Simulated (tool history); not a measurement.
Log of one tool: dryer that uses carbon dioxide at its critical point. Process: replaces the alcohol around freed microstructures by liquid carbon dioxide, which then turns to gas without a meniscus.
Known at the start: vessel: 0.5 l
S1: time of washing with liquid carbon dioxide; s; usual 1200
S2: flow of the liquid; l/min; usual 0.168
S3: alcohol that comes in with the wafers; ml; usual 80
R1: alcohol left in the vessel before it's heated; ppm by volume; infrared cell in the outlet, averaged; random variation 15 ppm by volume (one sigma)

run    hour    S1     S2   S3    R1
  1     0.0  1200  0.168   80  1033
  2    32.2  1200  0.168   80  1047
  3    58.6  1200  0.168   80  1029
  4    87.4  1200  0.168   80  1049
  5   111.9  1200  0.168   80  1056
  6   143.7  1200  0.168   80  1040
  7   176.4  1200  0.168   80  1054
  8   205.1  1200  0.168   80  1083
  9   220.6  1680  0.168   80   172
 10   234.1  1200  0.168   49   679
 11   249.0  1200  0.126   49  2318
 12   279.1  1200  0.126   49  2428
 13   300.2  1200  0.126   49  2404
 14   333.4  1200  0.126   49  2429
 15   360.2  1200  0.168   80  1136
 16   388.4  1200  0.168   80  1129
 17   413.9  1200  0.151   80  1880
 18   446.0  1200  0.151   80  1838
 19   468.9  1140  0.151   80  2344
 20   492.5  1200  0.168   54   799
 21   524.0  1200  0.168   54   801
 22   557.2  1200  0.248   80   151
 23   583.9  1200  0.248   80   151
 24   610.4  1200  0.168   80  1225
 25   631.0  1500  0.250   80    57
 26   658.8  1500  0.132   72  1284
 27   676.3   960  0.258   98   490
 28   700.7  1380  0.196   97   308
 29   726.3   780  0.199   87  4044
 30   745.6   780  0.199   87  4079
 31   776.7   720  0.199  111  7016
 32   800.3  1140  0.193   80   836
 33   816.7  1380  0.145   77  1360
 34   830.2  1380  0.145   77  1315
 35   855.5  1380  0.191   25   144
 36   885.0  1260  0.115   27  1781
 37   902.8  1260  0.115   27  1759
 38   916.2  1260  0.115   27  1808
 39   939.4  1200  0.130   80  4079
 40   953.6  1200  0.130   80  4029
 41   985.7  1140  0.153   30   992
 42  1014.5  1140  0.153   30  1022
 43  1044.9  1140  0.153   30  1007
 44  1075.7   780  0.128   34  6632
 45  1107.3  1080  0.103   33  4980
 46  1129.2   900  0.217   73  1488
 47  1149.5  1200  0.168   36   672

Hidden state or all else? Some run-to-run changes of R1, split into what the settings, what came in and random variation would give without the hidden state, and what is left for the hidden state (with any gauge scatter that isn't in both results):
The hidden state here: flow that reaches the vessel past the clogged filter, %; alcohol in the recycled carbon dioxide, ppm; drift of the gauge itself on alcohol_ppm, %.
Run 28 -> 29: S1 1380 -> 780, S2 0.196 -> 0.199, S3 97 -> 87. R1 +3736 ppm by volume: hidden state +738, all else +2998.
Run 31 -> 32: S1 720 -> 1140, S2 0.199 -> 0.193, S3 111 -> 80. R1 -6180 ppm by volume: hidden state -1159, all else -5021.
Run 43 -> 44: S1 1140 -> 780, S2 0.153 -> 0.128, S3 30 -> 34. R1 +5625 ppm by volume: hidden state +906, all else +4719.

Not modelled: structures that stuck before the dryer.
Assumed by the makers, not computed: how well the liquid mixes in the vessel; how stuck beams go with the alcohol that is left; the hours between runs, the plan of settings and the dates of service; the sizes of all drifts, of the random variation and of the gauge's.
